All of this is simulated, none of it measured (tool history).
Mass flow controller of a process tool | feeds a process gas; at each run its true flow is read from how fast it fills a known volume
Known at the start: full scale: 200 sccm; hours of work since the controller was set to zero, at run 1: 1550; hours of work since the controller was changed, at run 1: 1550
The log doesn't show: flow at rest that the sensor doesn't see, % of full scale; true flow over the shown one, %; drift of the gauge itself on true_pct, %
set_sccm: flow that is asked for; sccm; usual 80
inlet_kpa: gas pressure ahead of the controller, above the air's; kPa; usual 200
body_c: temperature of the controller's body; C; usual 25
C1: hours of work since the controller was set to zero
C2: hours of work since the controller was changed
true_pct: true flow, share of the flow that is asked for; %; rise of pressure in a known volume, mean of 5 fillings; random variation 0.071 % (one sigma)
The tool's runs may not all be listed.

{"run": 1, "hour": 0.0, "set_sccm": 80, "inlet_kpa": 200, "body_c": 25, "C1": 1550, "C2": 1550, "true_pct": 99.9}
{"run": 2, "hour": 40.1, "set_sccm": 80, "inlet_kpa": 200, "body_c": 25, "C1": 1574, "C2": 1574, "true_pct": 99.79}
{"run": 3, "hour": 89.3, "set_sccm": 80, "inlet_kpa": 161, "body_c": 25, "C1": 1604, "C2": 1604, "true_pct": 99.96}
{"run": 4, "hour": 154.1, "set_sccm": 80, "inlet_kpa": 161, "body_c": 25, "C1": 1642, "C2": 1642, "true_pct": 99.94}
{"run": 5, "hour": 218.0, "set_sccm": 80, "inlet_kpa": 200, "body_c": 20, "C1": 1680, "C2": 1680, "true_pct": 99.47}
{"run": 6, "hour": 267.7, "set_sccm": 97, "inlet_kpa": 200, "body_c": 20, "C1": 1710, "C2": 1710, "true_pct": 99.3}
{"run": 7, "hour": 299.1, "set_sccm": 80, "inlet_kpa": 200, "body_c": 25, "C1": 1729, "C2": 1729, "true_pct": 99.69}
{"run": 8, "hour": 340.6, "set_sccm": 80, "inlet_kpa": 200, "body_c": 22, "C1": 1753, "C2": 1753, "true_pct": 99.63}
{"run": 9, "hour": 405.7, "set_sccm": 80, "inlet_kpa": 200, "body_c": 22, "C1": 1792, "C2": 1792, "true_pct": 99.51}
{"run": 10, "hour": 442.2, "set_sccm": 80, "inlet_kpa": 200, "body_c": 22, "C1": 1814, "C2": 1814, "true_pct": 99.46}
{"run": 11, "hour": 481.8, "set_sccm": 127, "inlet_kpa": 200, "body_c": 25, "C1": 1837, "C2": 1837, "true_pct": 100.02}
{"run": 12, "hour": 545.5, "set_sccm": 127, "inlet_kpa": 200, "body_c": 25, "C1": 1875, "C2": 1875, "true_pct": 99.83}
{"run": 13, "hour": 608.9, "set_sccm": 127, "inlet_kpa": 200, "body_c": 25, "C1": 1913, "C2": 1913, "true_pct": 99.88}
{"run": 14, "hour": 677.3, "set_sccm": 80, "inlet_kpa": 200, "body_c": 25, "C1": 1954, "C2": 1954, "true_pct": 99.79}
{"run": 15, "hour": 745.2, "set_sccm": 80, "inlet_kpa": 200, "body_c": 25, "C1": 1994, "C2": 1994, "true_pct": 99.9}
{"run": 16, "hour": 806.3, "set_sccm": 80, "inlet_kpa": 214, "body_c": 25, "C1": 2031, "C2": 2031, "true_pct": 99.72}
{"run": 17, "hour": 869.6, "set_sccm": 80, "inlet_kpa": 175, "body_c": 25, "C1": 2068, "C2": 2068, "true_pct": 99.85}
{"run": 18, "hour": 929.4, "set_sccm": 62, "inlet_kpa": 200, "body_c": 25, "C1": 2104, "C2": 2104, "true_pct": 99.85}
{"run": 19, "hour": 982.9, "set_sccm": 62, "inlet_kpa": 200, "body_c": 25, "C1": 2136, "C2": 2136, "true_pct": 99.69}
{"run": 20, "hour": 1026.4, "set_sccm": 80, "inlet_kpa": 227, "body_c": 25, "C1": 2162, "C2": 2162, "true_pct": 99.67}
{"run": 21, "hour": 1092.7, "set_sccm": 80, "inlet_kpa": 227, "body_c": 25, "C1": 2201, "C2": 2201, "true_pct": 99.71}
{"run": 22, "hour": 1153.6, "set_sccm": 80, "inlet_kpa": 227, "body_c": 25, "C1": 2238, "C2": 2238, "true_pct": 99.63}
{"run": 23, "hour": 1206.8, "set_sccm": 80, "inlet_kpa": 203, "body_c": 25, "C1": 2269, "C2": 2269, "true_pct": 99.52}
{"run": 24, "hour": 1254.5, "set_sccm": 80, "inlet_kpa": 203, "body_c": 25, "C1": 2298, "C2": 2298, "true_pct": 99.87}
{"run": 25, "hour": 1326.7, "set_sccm": 23, "inlet_kpa": 200, "body_c": 25, "C1": 2341, "C2": 2341, "true_pct": 99.82}
{"run": 26, "hour": 1400.0, "set_sccm": 63, "inlet_kpa": 220, "body_c": 20, "C1": 2384, "C2": 2384, "true_pct": 99.36}
{"run": 27, "hour": 1457.4, "set_sccm": 67, "inlet_kpa": 196, "body_c": 25, "C1": 2419, "C2": 2419, "true_pct": 99.83}
{"run": 28, "hour": 1523.2, "set_sccm": 41, "inlet_kpa": 267, "body_c": 29, "C1": 2458, "C2": 2458, "true_pct": 99.8}
{"run": 29, "hour": 1592.3, "set_sccm": 37, "inlet_kpa": 200, "body_c": 30, "C1": 2499, "C2": 2499, "true_pct": 100.17}
{"run": 30, "hour": 1669.6, "set_sccm": 32, "inlet_kpa": 200, "body_c": 39, "C1": 2545, "C2": 2545, "true_pct": 100.72}
{"run": 31, "hour": 1722.8, "set_sccm": 32, "inlet_kpa": 200, "body_c": 39, "C1": 2577, "C2": 2577, "true_pct": 100.79}
{"run": 32, "hour": 1788.8, "set_sccm": 32, "inlet_kpa": 200, "body_c": 39, "C1": 2616, "C2": 2616, "true_pct": 100.74}
{"run": 33, "hour": 1855.2, "set_sccm": 28, "inlet_kpa": 145, "body_c": 22, "C1": 2656, "C2": 2656, "true_pct": 99.65}
{"run": 34, "hour": 1906.9, "set_sccm": 28, "inlet_kpa": 145, "body_c": 22, "C1": 2686, "C2": 2686, "true_pct": 99.77}
{"run": 35, "hour": 1963.8, "set_sccm": 40, "inlet_kpa": 145, "body_c": 24, "C1": 2720, "C2": 2720, "true_pct": 99.94}
{"run": 36, "hour": 2022.6, "set_sccm": 80, "inlet_kpa": 207, "body_c": 32, "C1": 2755, "C2": 2755, "true_pct": 100.25}
{"run": 37, "hour": 2058.3, "set_sccm": 80, "inlet_kpa": 204, "body_c": 22, "C1": 2777, "C2": 2777, "true_pct": 99.55}
{"run": 38, "hour": 2095.5, "set_sccm": 71, "inlet_kpa": 208, "body_c": 34, "C1": 2799, "C2": 2799, "true_pct": 100.44}
{"run": 39, "hour": 2172.9, "set_sccm": 71, "inlet_kpa": 208, "body_c": 39, "C1": 2845, "C2": 2845, "true_pct": 100.78}
{"run": 40, "hour": 2217.0, "set_sccm": 61, "inlet_kpa": 200, "body_c": 34, "C1": 2871, "C2": 2871, "true_pct": 100.37}
{"run": 41, "hour": 2252.1, "set_sccm": 76, "inlet_kpa": 200, "body_c": 39, "C1": 2892, "C2": 2892, "true_pct": 100.85}
{"run": 42, "hour": 2305.0, "set_sccm": 80, "inlet_kpa": 171, "body_c": 25, "C1": 2924, "C2": 2924, "true_pct": 99.95}
{"run": 43, "hour": 2365.6, "set_sccm": 25, "inlet_kpa": 199, "body_c": 29, "C1": 2960, "C2": 2960, "true_pct": 99.92}
{"run": 44, "hour": 2434.4, "set_sccm": 25, "inlet_kpa": 185, "body_c": 24, "C1": 3001, "C2": 3001, "true_pct": 99.65}
{"run": 45, "hour": 2489.1, "set_sccm": 168, "inlet_kpa": 218, "body_c": 29, "C1": 3033, "C2": 3033, "true_pct": 100.15}
{"run": 46, "hour": 2536.9, "set_sccm": 32, "inlet_kpa": 218, "body_c": 30, "C1": 3062, "C2": 3062, "true_pct": 99.96}
{"run": 47, "hour": 2607.3, "set_sccm": 32, "inlet_kpa": 218, "body_c": 30, "C1": 3104, "C2": 3104, "true_pct": 99.94}
{"run": 48, "hour": 2662.3, "set_sccm": 32, "inlet_kpa": 218, "body_c": 30, "C1": 3136, "C2": 3136, "true_pct": 100}
{"run": 49, "hour": 2698.5, "set_sccm": 54, "inlet_kpa": 236, "body_c": 28, "C1": 3158, "C2": 3158, "true_pct": 99.74}
{"run": 50, "hour": 2772.7, "set_sccm": 80, "inlet_kpa": 149, "body_c": 25, "C1": 3202, "C2": 3202, "true_pct": 100.01}

Forecast each of these 3 alternatives for the next run:
{"run": "A", "hour": 2824.1, "set_sccm": 36, "inlet_kpa": 149, "body_c": 21, "C1": 3233, "C2": 3233, "true_pct": "?"}
{"run": "B", "hour": 2824.1, "set_sccm": 60, "inlet_kpa": 200, "body_c": 27, "C1": 3233, "C2": 3233, "true_pct": "?"}
{"run": "C", "hour": 2824.1, "set_sccm": 101, "inlet_kpa": 149, "body_c": 25, "C1": 3233, "C2": 3233, "true_pct": "?"}

run=A true_pct=99.71
run=B true_pct=99.96
run=C true_pct=100.03
Without the tool's hidden state the same runs would have given:
run=A true_pct=99.7
run=B true_pct=99.95
run=C true_pct=100.02
